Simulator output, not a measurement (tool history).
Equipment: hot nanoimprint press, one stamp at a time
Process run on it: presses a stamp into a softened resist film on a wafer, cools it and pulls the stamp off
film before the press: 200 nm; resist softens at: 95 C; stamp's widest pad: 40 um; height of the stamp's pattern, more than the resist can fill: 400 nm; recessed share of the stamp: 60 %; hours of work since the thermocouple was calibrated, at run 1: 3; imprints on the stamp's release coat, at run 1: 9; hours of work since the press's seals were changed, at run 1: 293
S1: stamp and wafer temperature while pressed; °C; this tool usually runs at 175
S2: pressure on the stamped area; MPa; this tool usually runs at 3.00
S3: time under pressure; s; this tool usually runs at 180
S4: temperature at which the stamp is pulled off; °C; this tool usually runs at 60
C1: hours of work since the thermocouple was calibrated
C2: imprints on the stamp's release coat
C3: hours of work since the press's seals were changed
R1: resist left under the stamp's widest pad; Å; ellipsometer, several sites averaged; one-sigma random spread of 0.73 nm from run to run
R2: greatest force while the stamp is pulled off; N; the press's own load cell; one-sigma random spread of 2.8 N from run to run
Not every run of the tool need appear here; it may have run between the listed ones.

run 1 hour=0.0 | S1=175 S2=3.00 S3=180 S4=60 | C1=3 C2=9 C3=293 | R1=896 R2=132
run 2 hour=19.1 | S1=175 S2=3.00 S3=180 S4=60 | C1=18 C2=59 C3=308 | R1=894 R2=131
run 3 hour=51.8 | S1=175 S2=3.00 S3=180 S4=60 | C1=43 C2=145 C3=333 | R1=895 R2=132
run 4 hour=79.7 | S1=175 S2=3.00 S3=180 S4=60 | C1=65 C2=218 C3=355 | R1=904 R2=136
run 5 hour=115.5 | S1=175 S2=3.00 S3=180 S4=60 | C1=93 C2=312 C3=383 | R1=898 R2=146
run 6 hour=144.5 | S1=175 S2=3.00 S3=180 S4=60 | C1=115 C2=388 C3=405 | R1=908 R2=143
run 7 hour=185.0 | S1=175 S2=3.00 S3=180 S4=60 | C1=147 C2=494 C3=437 | R1=903 R2=146
run 8 hour=213.2 | S1=175 S2=3.00 S3=180 S4=60 | C1=169 C2=568 C3=459 | R1=910 R2=151
run 9 hour=253.6 | S1=175 S2=3.00 S3=180 S4=60 | C1=200 C2=674 C3=490 | R1=924 R2=147
run 10 hour=292.0 | S1=175 S2=3.00 S3=180 S4=60 | C1=230 C2=775 C3=520 | R1=915 R2=156
run 11 hour=314.4 | S1=175 S2=3.00 S3=180 S4=60 | C1=247 C2=833 C3=538 | R1=915 R2=153
-- hour=332.6 plate thermocouple calibrated
-- hour=338.6 stamp cleaned and given a new release coat
run 12 hour=344.9 | S1=175 S2=3.90 S3=180 S4=60 | C1=5 C2=16 C3=554 | R1=815 R2=138
run 13 hour=369.9 | S1=175 S2=3.90 S3=180 S4=60 | C1=24 C2=82 C3=574 | R1=810 R2=134
run 14 hour=394.0 | S1=175 S2=3.90 S3=180 S4=60 | C1=43 C2=145 C3=593 | R1=811 R2=141
run 15 hour=426.1 | S1=175 S2=3.90 S3=180 S4=60 | C1=68 C2=230 C3=618 | R1=824 R2=135
run 16 hour=453.3 | S1=175 S2=3.90 S3=180 S4=60 | C1=89 C2=301 C3=639 | R1=816 R2=140
run 17 hour=481.1 | S1=181 S2=2.96 S3=143 S4=46 | C1=111 C2=373 C3=660 | R1=860 R2=204
run 18 hour=499.8 | S1=181 S2=2.96 S3=143 S4=46 | C1=126 C2=423 C3=675 | R1=871 R2=203
run 19 hour=521.1 | S1=175 S2=3.29 S3=180 S4=60 | C1=142 C2=478 C3=692 | R1=898 R2=152
run 20 hour=548.1 | S1=177 S2=3.00 S3=180 S4=50 | C1=163 C2=549 C3=713 | R1=905 R2=194
run 21 hour=564.9 | S1=177 S2=3.00 S3=180 S4=50 | C1=176 C2=593 C3=726 | R1=906 R2=194
-- hour=582.4 plate thermocouple calibrated, once more
run 22 hour=607.3 | S1=175 S2=2.09 S3=180 S4=50 | C1=19 C2=696 C3=756 | R1=1111 R2=192
run 23 hour=628.5 | S1=175 S2=2.09 S3=180 S4=50 | C1=36 C2=752 C3=773 | R1=1091 R2=195
run 24 hour=668.2 | S1=181 S2=2.11 S3=109 S4=58 | C1=67 C2=856 C3=804 | R1=1095 R2=160
-- hour=680.1 stamp cleaned and given a new release coat
run 25 hour=707.1 | S1=175 S2=3.00 S3=180 S4=66 | C1=92 C2=71 C3=829 | R1=924 R2=109
run 26 hour=733.9 | S1=175 S2=3.00 S3=180 S4=66 | C1=113 C2=141 C3=850 | R1=935 R2=111
run 27 hour=757.7 | S1=174 S2=4.29 S3=180 S4=60 | C1=132 C2=204 C3=869 | R1=787 R2=135
run 28 hour=783.4 | S1=180 S2=2.71 S3=127 S4=55 | C1=152 C2=271 C3=889 | R1=947 R2=155
-- hour=813.4 press's hydraulic seals changed and the load cell set to zero
run 29 hour=818.2 | S1=180 S2=2.71 S3=127 S4=49 | C1=173 C2=341 C3=4 | R1=953 R2=192
run 30 hour=846.3 | S1=176 S2=3.00 S3=215 S4=60 | C1=195 C2=415 C3=26 | R1=826 R2=141
run 31 hour=872.6 | S1=175 S2=2.71 S3=180 S4=52 | C1=215 C2=484 C3=46 | R1=949 R2=181

What if the next run were any one of these 3? Each begins from the tool's condition after run 31:
run A hour=891.5 | S1=180 S2=4.36 S3=234 S4=60 | C1=230 C2=533 C3=61 | R1=? R2=?
run B hour=891.5 | S1=175 S2=2.78 S3=279 S4=58 | C1=230 C2=533 C3=61 | R1=? R2=?
run C hour=891.5 | S1=169 S2=3.00 S3=154 S4=60 | C1=230 C2=533 C3=61 | R1=? R2=?

run=A R1=578 R2=142
run=B R1=823 R2=155
run=C R1=1127 R2=145
What these runs would have given with no unlogged condition in the tool:
run=A R1=562 R2=125
run=B R1=802 R2=137
run=C R1=1099 R2=128

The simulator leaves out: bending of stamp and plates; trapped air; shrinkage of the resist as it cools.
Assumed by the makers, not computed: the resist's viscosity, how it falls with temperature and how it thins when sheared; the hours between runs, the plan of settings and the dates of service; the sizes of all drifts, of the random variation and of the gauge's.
